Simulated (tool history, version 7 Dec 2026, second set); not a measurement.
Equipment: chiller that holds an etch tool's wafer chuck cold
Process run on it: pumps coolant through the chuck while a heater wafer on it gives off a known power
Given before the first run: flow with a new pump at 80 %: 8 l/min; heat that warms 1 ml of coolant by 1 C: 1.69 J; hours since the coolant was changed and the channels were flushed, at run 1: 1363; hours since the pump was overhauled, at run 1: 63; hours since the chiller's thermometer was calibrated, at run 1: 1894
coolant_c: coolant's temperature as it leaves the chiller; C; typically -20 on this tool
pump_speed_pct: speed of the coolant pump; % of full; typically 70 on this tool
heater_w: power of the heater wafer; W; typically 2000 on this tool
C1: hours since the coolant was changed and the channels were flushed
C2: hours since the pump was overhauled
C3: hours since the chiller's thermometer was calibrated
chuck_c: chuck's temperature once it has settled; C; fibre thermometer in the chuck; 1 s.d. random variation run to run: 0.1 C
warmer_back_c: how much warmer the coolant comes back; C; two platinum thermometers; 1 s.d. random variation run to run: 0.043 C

run 1 day=0 | coolant_c=-20 pump_speed_pct=70 heater_w=2000 | C1=1363 C2=63 C3=1894 | chuck_c=-2.4 warmer_back_c=10.24
run 2 day=2.65 | coolant_c=-20 pump_speed_pct=70 heater_w=2000 | C1=1427 C2=127 C3=1958 | chuck_c=-2.5 warmer_back_c=10.21
run 3 day=4.662 | coolant_c=-20 pump_speed_pct=97 heater_w=2000 | C1=1475 C2=175 C3=2006 | chuck_c=-5.7 warmer_back_c=7.3
run 4 day=6.279 | coolant_c=-20 pump_speed_pct=93 heater_w=2000 | C1=1514 C2=214 C3=2045 | chuck_c=-5.2 warmer_back_c=7.78
run 5 day=8.554 | coolant_c=-20 pump_speed_pct=70 heater_w=2145 | C1=1569 C2=268 C3=2099 | chuck_c=-1.1 warmer_back_c=11.03
run 6 day=9.871 | coolant_c=-20 pump_speed_pct=61 heater_w=2145 | C1=1600 C2=300 C3=2131 | chuck_c=0.8 warmer_back_c=12.59
run 7 day=11.071 | coolant_c=-20 pump_speed_pct=61 heater_w=2145 | C1=1629 C2=329 C3=2160 | chuck_c=0.7 warmer_back_c=12.66
run 8 day=12.717 | coolant_c=-20 pump_speed_pct=61 heater_w=2145 | C1=1669 C2=368 C3=2199 | chuck_c=0.8 warmer_back_c=12.55
run 9 day=15.362 | coolant_c=-20 pump_speed_pct=70 heater_w=2000 | C1=1732 C2=432 C3=2263 | chuck_c=-2.4 warmer_back_c=10.28
run 10 day=17.562 | coolant_c=-20 pump_speed_pct=70 heater_w=2000 | C1=1785 C2=485 C3=2316 | chuck_c=-2.2 warmer_back_c=10.29
run 11 day=20.121 | coolant_c=-20 pump_speed_pct=70 heater_w=2000 | C1=1846 C2=546 C3=2377 | chuck_c=-2.2 warmer_back_c=10.3
run 12 day=21.308 | coolant_c=-19 pump_speed_pct=70 heater_w=2000 | C1=1875 C2=575 C3=2405 | chuck_c=-1.4 warmer_back_c=10.29
run 13 day=23.496 | coolant_c=-19 pump_speed_pct=70 heater_w=2000 | C1=1927 C2=627 C3=2458 | chuck_c=-1.3 warmer_back_c=10.3
run 14 day=24.967 | coolant_c=-20 pump_speed_pct=70 heater_w=2000 | C1=1963 C2=662 C3=2493 | chuck_c=-2 warmer_back_c=10.34
run 15 day=26.804 | coolant_c=-15 pump_speed_pct=87 heater_w=1274 | C1=2007 C2=707 C3=2537 | chuck_c=-5.3 warmer_back_c=5.24
run 16 day=29.125 | coolant_c=-20 pump_speed_pct=98 heater_w=2000 | C1=2062 C2=762 C3=2593 | chuck_c=-5.6 warmer_back_c=7.43
run 17 day=31.646 | coolant_c=-20 pump_speed_pct=98 heater_w=2000 | C1=2123 C2=823 C3=2654 | chuck_c=-5.5 warmer_back_c=7.39
run 18 day=32.846 | coolant_c=-22 pump_speed_pct=70 heater_w=2722 | C1=2152 C2=851 C3=2682 | chuck_c=2.4 warmer_back_c=14.11
run 19 day=34.958 | coolant_c=-22 pump_speed_pct=64 heater_w=1732 | C1=2202 C2=902 C3=2733 | chuck_c=-5.6 warmer_back_c=9.83
run 20 day=37 | coolant_c=-22 pump_speed_pct=64 heater_w=1732 | C1=2251 C2=951 C3=2782 | chuck_c=-5.6 warmer_back_c=9.84
run 21 day=38.433 | coolant_c=-22 pump_speed_pct=64 heater_w=1732 | C1=2286 C2=986 C3=2817 | chuck_c=-5.6 warmer_back_c=9.85
run 22 day=40.612 | coolant_c=-17 pump_speed_pct=70 heater_w=2000 | C1=2338 C2=1038 C3=2869 | chuck_c=0.9 warmer_back_c=10.43
run 23 day=42.212 | coolant_c=-17 pump_speed_pct=70 heater_w=2000 | C1=2376 C2=1076 C3=2907 | chuck_c=0.8 warmer_back_c=10.38
run 24 day=43.946 | coolant_c=-25 pump_speed_pct=71 heater_w=1735 | C1=2418 C2=1118 C3=2949 | chuck_c=-9.6 warmer_back_c=8.91
run 25 day=46.35 | coolant_c=-23 pump_speed_pct=93 heater_w=2872 | C1=2476 C2=1176 C3=3006 | chuck_c=-1.4 warmer_back_c=11.2
run 26 day=48.871 | coolant_c=-23 pump_speed_pct=76 heater_w=1284 | C1=2536 C2=1236 C3=3067 | chuck_c=-12.1 warmer_back_c=6.2
run 27 day=50.446 | coolant_c=-23 pump_speed_pct=76 heater_w=1284 | C1=2574 C2=1274 C3=3105 | chuck_c=-12 warmer_back_c=6.18

Below are 5 alternative next runs, each starting from the tool's condition after run 27. Predict each:
run A day=52.312 | coolant_c=-23 pump_speed_pct=68 heater_w=1174 | C1=2619 C2=1319 C3=3150 | chuck_c=? warmer_back_c=?
run B day=52.312 | coolant_c=-23 pump_speed_pct=76 heater_w=2699 | C1=2619 C2=1319 C3=3150 | chuck_c=? warmer_back_c=?
run C day=52.312 | coolant_c=-13 pump_speed_pct=88 heater_w=2179 | C1=2619 C2=1319 C3=3150 | chuck_c=? warmer_back_c=?
run D day=52.312 | coolant_c=-12 pump_speed_pct=74 heater_w=2000 | C1=2619 C2=1319 C3=3150 | chuck_c=? warmer_back_c=?
run E day=52.312 | coolant_c=-26 pump_speed_pct=73 heater_w=1284 | C1=2619 C2=1319 C3=3150 | chuck_c=? warmer_back_c=?

run=A chuck_c=-12.1 warmer_back_c=6.32
run=B chuck_c=0 warmer_back_c=12.98
run=C chuck_c=3.8 warmer_back_c=9.07
run=D chuck_c=5.2 warmer_back_c=9.82
run=E chuck_c=-14.9 warmer_back_c=6.35
Stripped of hidden state, with their random variation kept, the same runs would have yielded:
run=A chuck_c=-12.5 warmer_back_c=6.16
run=B chuck_c=-0.9 warmer_back_c=12.66
run=C chuck_c=3.1 warmer_back_c=8.84
run=D chuck_c=4.5 warmer_back_c=9.57
run=E chuck_c=-15.3 warmer_back_c=6.19

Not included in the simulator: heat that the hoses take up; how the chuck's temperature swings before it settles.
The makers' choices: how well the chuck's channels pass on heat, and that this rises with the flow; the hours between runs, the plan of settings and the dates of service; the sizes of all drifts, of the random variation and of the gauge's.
